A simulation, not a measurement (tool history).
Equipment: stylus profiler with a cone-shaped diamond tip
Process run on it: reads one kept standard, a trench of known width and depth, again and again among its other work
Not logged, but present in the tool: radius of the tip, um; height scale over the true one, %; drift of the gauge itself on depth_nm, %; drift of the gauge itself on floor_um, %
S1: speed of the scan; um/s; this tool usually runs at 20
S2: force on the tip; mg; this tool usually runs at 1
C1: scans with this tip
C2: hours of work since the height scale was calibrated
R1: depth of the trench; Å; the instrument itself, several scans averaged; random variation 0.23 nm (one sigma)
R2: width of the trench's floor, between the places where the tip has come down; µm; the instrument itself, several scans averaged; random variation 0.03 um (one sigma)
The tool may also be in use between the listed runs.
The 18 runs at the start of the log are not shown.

{"run": 19, "hour": 1033.9, "S1": 11, "S2": 2.69, "C1": 23768, "C2": 171, "R1": 10127.1, "R2": 13.41}
{"run": 20, "hour": 1071.3, "S1": 11, "S2": 2.69, "C1": 23993, "C2": 200, "R1": 10130.7, "R2": 13.39}
{"run": 21, "hour": 1120.8, "S1": 11, "S2": 2.69, "C1": 24291, "C2": 239, "R1": 10128.8, "R2": 13.35}
{"run": 22, "hour": 1164.1, "S1": 11, "S2": 2.69, "C1": 24552, "C2": 273, "R1": 10125.4, "R2": 13.3}
{"hour": 1224.1, "done": "height scale calibrated on a step standard, once more"}
{"run": 23, "hour": 1224.1, "S1": 11, "S2": 2.69, "C1": 24910, "C2": 0, "R1": 10162.9, "R2": 13.26}
{"run": 24, "hour": 1277.7, "S1": 11, "S2": 1, "C1": 25232, "C2": 42, "R1": 10083.6, "R2": 13.26}
{"run": 25, "hour": 1340.8, "S1": 16, "S2": 2.41, "C1": 25613, "C2": 91, "R1": 10153.8, "R2": 13.21}
{"run": 26, "hour": 1388.7, "S1": 29, "S2": 0.42, "C1": 25901, "C2": 128, "R1": 10042.1, "R2": 13.13}
{"run": 27, "hour": 1435.7, "S1": 29, "S2": 0.42, "C1": 26184, "C2": 165, "R1": 10046, "R2": 13.12}
{"run": 28, "hour": 1494.4, "S1": 20, "S2": 0.8, "C1": 26537, "C2": 211, "R1": 10068.5, "R2": 13.1}
{"run": 29, "hour": 1544.5, "S1": 20, "S2": 1.76, "C1": 26838, "C2": 250, "R1": 10120.2, "R2": 13.08}
{"run": 30, "hour": 1614.1, "S1": 53, "S2": 0.35, "C1": 27257, "C2": 304, "R1": 10035, "R2": 12.88}
{"run": 31, "hour": 1647.6, "S1": 20, "S2": 0.77, "C1": 27459, "C2": 331, "R1": 10065.4, "R2": 13.03}
{"run": 32, "hour": 1693.9, "S1": 14, "S2": 1, "C1": 27738, "C2": 367, "R1": 10077.8, "R2": 13.1}
{"hour": 1746.1, "done": "new tip fitted, height scale calibrated"}
{"run": 33, "hour": 1773.1, "S1": 6, "S2": 1.56, "C1": 162, "C2": 21, "R1": 10115.9, "R2": 15.98}

Forecast each of these 3 alternatives for the next run:
{"run": "A", "hour": 1812.8, "S1": 33, "S2": 1.27, "C1": 401, "C2": 52, "R1": "?", "R2": "?"}
{"run": "B", "hour": 1812.8, "S1": 55, "S2": 1.12, "C1": 401, "C2": 52, "R1": "?", "R2": "?"}
{"run": "C", "hour": 1812.8, "S1": 33, "S2": 2.82, "C1": 401, "C2": 52, "R1": "?", "R2": "?"}

run=A R1=10097.4 R2=15.88
run=B R1=10092.4 R2=15.8
run=C R1=10172.7 R2=15.88
Without the tool's unlogged condition, the same runs would have read:
run=A R1=10096.6 R2=15.94
run=B R1=10091.6 R2=15.86
run=C R1=10171.9 R2=15.94
